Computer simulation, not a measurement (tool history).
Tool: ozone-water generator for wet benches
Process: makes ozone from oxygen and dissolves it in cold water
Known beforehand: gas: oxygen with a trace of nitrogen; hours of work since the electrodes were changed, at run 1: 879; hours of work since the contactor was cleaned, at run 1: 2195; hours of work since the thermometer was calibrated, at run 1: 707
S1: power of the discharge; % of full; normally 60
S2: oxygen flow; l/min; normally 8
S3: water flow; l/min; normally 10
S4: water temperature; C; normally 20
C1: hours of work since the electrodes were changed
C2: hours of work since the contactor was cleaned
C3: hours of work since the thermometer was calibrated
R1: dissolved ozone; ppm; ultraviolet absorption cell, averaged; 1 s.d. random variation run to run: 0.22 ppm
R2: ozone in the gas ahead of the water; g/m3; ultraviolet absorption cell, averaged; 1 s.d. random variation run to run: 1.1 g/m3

Run 1, day 0: usual settings; C1 879; C2 2195; C3 707. Result: R1 31.7 ppm, R2 192.6 g/m3.
Run 2, day 1: usual settings; C1 895; C2 2211; C3 723. Result: R1 31 ppm, R2 191.9 g/m3.
Run 3, day 2.017: usual settings but S3 15 l/min; C1 911; C2 2227; C3 739. Result: R1 25 ppm, R2 192.8 g/m3.
Run 4, day 2.679: usual settings but S3 15 l/min; C1 922; C2 2238; C3 750. Result: R1 24.9 ppm, R2 191.5 g/m3.
Run 5, day 3.908: usual settings; C1 941; C2 2258; C3 770. Result: R1 31.5 ppm, R2 192.3 g/m3.
Run 6, day 4.596: usual settings but S3 12 l/min; C1 953; C2 2269; C3 781. Result: R1 28.6 ppm, R2 190.7 g/m3.
Run 7, day 5.4: usual settings but S3 12 l/min; C1 965; C2 2282; C3 794. Result: R1 28.1 ppm, R2 190.8 g/m3.
Run 8, day 6.317: usual settings but S3 12 l/min; C1 980; C2 2296; C3 808. Result: R1 28.4 ppm, R2 192.1 g/m3.
Run 9, day 7.138: usual settings but S4 23 C; C1 993; C2 2310; C3 821. Result: R1 29.2 ppm, R2 191.5 g/m3.
Run 10, day 8.092: usual settings but S4 23 C; C1 1009; C2 2325; C3 837. Result: R1 29.1 ppm, R2 189.8 g/m3.
Run 11, day 9.446: usual settings but S4 23 C; C1 1030; C2 2347; C3 858. Result: R1 29.4 ppm, R2 192.2 g/m3.
Run 12, day 10.321: usual settings but S2 7.58 l/min, S4 23 C; C1 1044; C2 2361; C3 872. Result: R1 29.6 ppm, R2 195.4 g/m3.
Run 13, day 11: usual settings but S3 8 l/min; C1 1055; C2 2372; C3 883. Result: R1 34.7 ppm, R2 192.7 g/m3.
Run 14, day 11.833: usual settings but S3 8 l/min; C1 1069; C2 2385; C3 897. Result: R1 34.8 ppm, R2 191.5 g/m3.
Run 15, day 12.538: usual settings but S3 8 l/min; C1 1080; C2 2396; C3 908. Result: R1 34.6 ppm, R2 189.5 g/m3.
Run 16, day 13.475: usual settings but S2 4.35 l/min; C1 1095; C2 2411; C3 923. Result: R1 31.8 ppm, R2 237.1 g/m3.
Run 17, day 14.812: usual settings but S2 4.35 l/min; C1 1117; C2 2433; C3 945. Result: R1 32 ppm, R2 237.7 g/m3.
Run 18, day 16.067: usual settings but S2 4.35 l/min; C1 1137; C2 2453; C3 965. Result: R1 31.5 ppm, R2 239.3 g/m3.
At day 16.358: contactor cleaned.
Run 19, day 17.054: usual settings but S2 4.35 l/min; C1 1150; C2 11; C3 978. Result: R1 31 ppm, R2 237.9 g/m3.
Run 20, day 18.242: usual settings but S3 14 l/min, S4 15 C; C1 1169; C2 30; C3 997. Result: R1 28.4 ppm, R2 191.6 g/m3.
Run 21, day 19.288: usual settings but S3 14 l/min, S4 15 C; C1 1186; C2 47; C3 1014. Result: R1 28.3 ppm, R2 190.1 g/m3.
Run 22, day 20.375: usual settings but S1 79 % of full, S2 12.42 l/min, S3 6 l/min, S4 13 C; C1 1203; C2 64; C3 1031. Result: R1 53.1 ppm, R2 205.6 g/m3.
Run 23, day 21.888: usual settings but S1 63 % of full, S2 9.96 l/min; C1 1227; C2 89; C3 1055. Result: R1 31.3 ppm, R2 183.8 g/m3.
Run 24, day 22.862: usual settings but S1 96 % of full, S2 8.16 l/min; C1 1243; C2 104; C3 1071. Result: R1 45.7 ppm, R2 281.7 g/m3.
Run 25, day 24.35: usual settings but S1 96 % of full, S2 8.16 l/min; C1 1267; C2 128; C3 1095. Result: R1 45.4 ppm, R2 280.6 g/m3.
At day 25.142: contactor cleaned, once more.
Run 26, day 25.333: usual settings but S1 96 % of full, S2 8.16 l/min, S3 8 l/min; C1 1280; C2 3; C3 1108. Result: R1 52.8 ppm, R2 284 g/m3.
Run 27, day 26.721: usual settings but S3 7 l/min, S4 16 C; C1 1302; C2 25; C3 1130. Result: R1 41.4 ppm, R2 189.7 g/m3.
Run 28, day 27.879: usual settings but S2 6.49 l/min, S3 7 l/min, S4 23 C; C1 1321; C2 44; C3 1149. Result: R1 35.9 ppm, R2 203.3 g/m3.
Run 29, day 29.012: usual settings but S2 13.01 l/min; C1 1339; C2 62; C3 1167. Result: R1 29.7 ppm, R2 157.2 g/m3.
Run 30, day 30.2: usual settings but S1 57 % of full, S2 4.96 l/min, S3 6 l/min, S4 16 C; C1 1358; C2 81; C3 1186. Result: R1 44.5 ppm, R2 216.9 g/m3.
Run 31, day 31.408: usual settings but S1 52 % of full, S2 4.96 l/min, S3 6 l/min, S4 24 C; C1 1378; C2 101; C3 1206. Result: R1 34.2 ppm, R2 201.3 g/m3.
Run 32, day 32.892: usual settings but S1 52 % of full, S2 4.96 l/min, S3 6 l/min, S4 24 C; C1 1401; C2 124; C3 1229. Result: R1 33.6 ppm, R2 199.9 g/m3.

For each entry between runs, how does the tool's hidden state at the last listed run before it compare with that at the first listed run after it?
Logged between run 18 and run 19: contactor cleaned (day 16.358)
  yield of the discharge, % of new electrodes': 98.2 -> 98.1; contactor's efficiency, % of a clean one's: 95 -> 92.3
  measured result minus the result with no hidden state, R1: -1.3 -> -1.7 ppm; R2: -3.9 -> -3.9 g/m3
Logged between run 25 and run 26: contactor cleaned, once more (day 25.142)
  contactor's efficiency, % of a clean one's: 92.1 -> 99.7
  measured result minus the result with no hidden state, R1: -3.2 -> -1.8 ppm; R2: -8 -> -8.3 g/m3

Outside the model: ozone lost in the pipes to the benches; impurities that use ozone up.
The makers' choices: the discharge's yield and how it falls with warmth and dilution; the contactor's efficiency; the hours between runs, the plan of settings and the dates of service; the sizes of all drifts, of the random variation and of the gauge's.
